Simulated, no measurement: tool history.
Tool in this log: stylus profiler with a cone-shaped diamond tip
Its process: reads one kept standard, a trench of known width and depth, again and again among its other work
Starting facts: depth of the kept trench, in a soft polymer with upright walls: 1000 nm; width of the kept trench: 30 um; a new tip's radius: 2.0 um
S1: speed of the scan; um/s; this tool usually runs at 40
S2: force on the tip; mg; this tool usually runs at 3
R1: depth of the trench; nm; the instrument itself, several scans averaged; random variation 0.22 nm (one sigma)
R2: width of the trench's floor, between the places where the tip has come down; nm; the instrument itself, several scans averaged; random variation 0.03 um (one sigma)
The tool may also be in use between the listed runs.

| run | hour | S1 | S2 | R1 | R2 |
|---|---|---|---|---|---|
| 1 | 0 | 40 | 3 | 1006.52 | 26470 |
| 2 | 15.7 | 40 | 3 | 1006.66 | 26460 |
| 3 | 31.1 | 40 | 3 | 1006.38 | 26490 |
| 4 | 47.8 | 40 | 3 | 1006.05 | 26470 |
| 5 | 72.6 | 40 | 3 | 1006.6 | 26470 |
| 6 | 83.9 | 40 | 3 | 1006.3 | 26470 |
| 7 | 97.9 | 40 | 3 | 1006.41 | 26540 |
| 8 | 117.3 | 40 | 3 | 1006.29 | 26410 |
| 9 | 135.4 | 40 | 3 | 1006.84 | 26440 |
| 10 | 154.2 | 40 | 3 | 1006.31 | 26500 |
| 11 | 176.1 | 40 | 3 | 1006.47 | 26400 |
| 12 | 191.6 | 14 | 3 | 1006.69 | 26520 |
| 13 | 206.9 | 14 | 3 | 1006.68 | 26500 |
| 14 | 221.4 | 13 | 3 | 1006.58 | 26480 |
| 15 | 243.9 | 13 | 3 | 1006.45 | 26480 |
| 16 | 260.8 | 56 | 5.47 | 1009.61 | 26450 |
| 17 | 277.1 | 18 | 2.85 | 1005.96 | 26500 |
| 18 | 298.9 | 18 | 2.85 | 1006.29 | 26490 |
| 19 | 318.1 | 11 | 7.23 | 1011.69 | 26510 |
| 20 | 332.2 | 11 | 7.23 | 1011.58 | 26550 |
| 21 | 343.5 | 12 | 2.24 | 1005.34 | 26510 |
| 22 | 365.5 | 80 | 6.86 | 1011.09 | 26440 |
| 23 | 385.6 | 80 | 7.29 | 1011.5 | 26420 |
| 24 | 398.9 | 22 | 4.8 | 1008.6 | 26480 |

The next listed run, before its measurement:
| 25 | 420.3 | 22 | 4.8 | ? | ? |

For run 25 the tool returned R1 1008.85 nm, R2 26500 nm.
With no hidden state in the tool, this same run would have given R1 1008.84 nm, R2 26500 nm.
